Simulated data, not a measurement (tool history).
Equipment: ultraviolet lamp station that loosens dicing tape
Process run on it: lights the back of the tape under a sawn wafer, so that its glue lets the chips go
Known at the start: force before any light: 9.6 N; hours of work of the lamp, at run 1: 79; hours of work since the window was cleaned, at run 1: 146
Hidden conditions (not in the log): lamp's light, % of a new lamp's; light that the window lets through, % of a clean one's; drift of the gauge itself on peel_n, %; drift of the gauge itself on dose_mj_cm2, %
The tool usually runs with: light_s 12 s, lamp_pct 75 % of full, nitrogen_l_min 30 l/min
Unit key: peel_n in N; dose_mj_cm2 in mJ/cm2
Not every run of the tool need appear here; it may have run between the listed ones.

run,hour,light_s,lamp_pct,nitrogen_l_min,hours of work of the lamp,hours of work since the window was cleaned,peel_n,dose_mj_cm2
1,0,12,75,30,79,146,0.374,316
2,15,12,75,36,90,157,0.297,318
3,28.3,12,75,30,100,167,0.389,313
4,43.9,12,75,30,111,179,0.372,319
5,56.9,12,75,30,121,188,0.399,317
6,72.4,12,75,14,132,199,0.861,312
7,87.6,12,75,14,143,211,0.857,315
8,104.4,12,75,43,156,223,0.284,312
9,118.6,12,75,43,166,233,0.275,308
10,128.5,21,75,43,173,240,0.1,537
11,144.1,12,75,30,185,252,0.406,308
12,155,12,75,30,193,260,0.406,308
13,163.2,12,75,30,199,266,0.407,307
14,170.8,12,75,18,204,271,0.714,308
15,187.8,12,75,18,217,284,0.704,299
16,196.6,12,75,18,223,290,0.721,301
17,208.5,12,75,30,232,299,0.413,301
18,222.5,12,75,30,242,309,0.42,304
19,236.4,12,75,30,252,320,0.435,299
20,249.5,12,75,23,262,329,0.584,299
21,262.3,12,81,30,271,338,0.348,324
22,276.7,20,75,30,282,349,0.136,493
23,294,13,94,30,294,362,0.189,410
24,311.2,7,94,34,307,374,0.844,217
25,326.5,12,76,30,318,385,0.422,299
26,340.8,6,66,56,329,396,1.621,129
27,359,6,66,56,342,409,1.692,132
28,374.3,13,75,22,353,421,0.505,316
29,386.5,13,64,21,362,429,0.822,269
30,397.4,21,83,18,370,437,0.165,563
31,408.7,14,83,18,378,446,0.413,378
32,421.8,19,81,11,388,455,0.374,494
33,439.2,19,86,11,401,468,0.313,528
34,451.5,19,65,10,410,477,0.735,391
35,459.9,23,75,42,416,483,0.107,548
36,467.7,23,75,42,422,489,0.097,549

What does the tool deliver on the next run?
37,475.2,23,75,42,427,494,?,?

Run 37 produced peel_n 0.104 N, dose_mj_cm2 549 mJ/cm2.
On a tool with no hidden condition, and with the same random variation, this run would have come out at peel_n 0.098 N, dose_mj_cm2 642 mJ/cm2.

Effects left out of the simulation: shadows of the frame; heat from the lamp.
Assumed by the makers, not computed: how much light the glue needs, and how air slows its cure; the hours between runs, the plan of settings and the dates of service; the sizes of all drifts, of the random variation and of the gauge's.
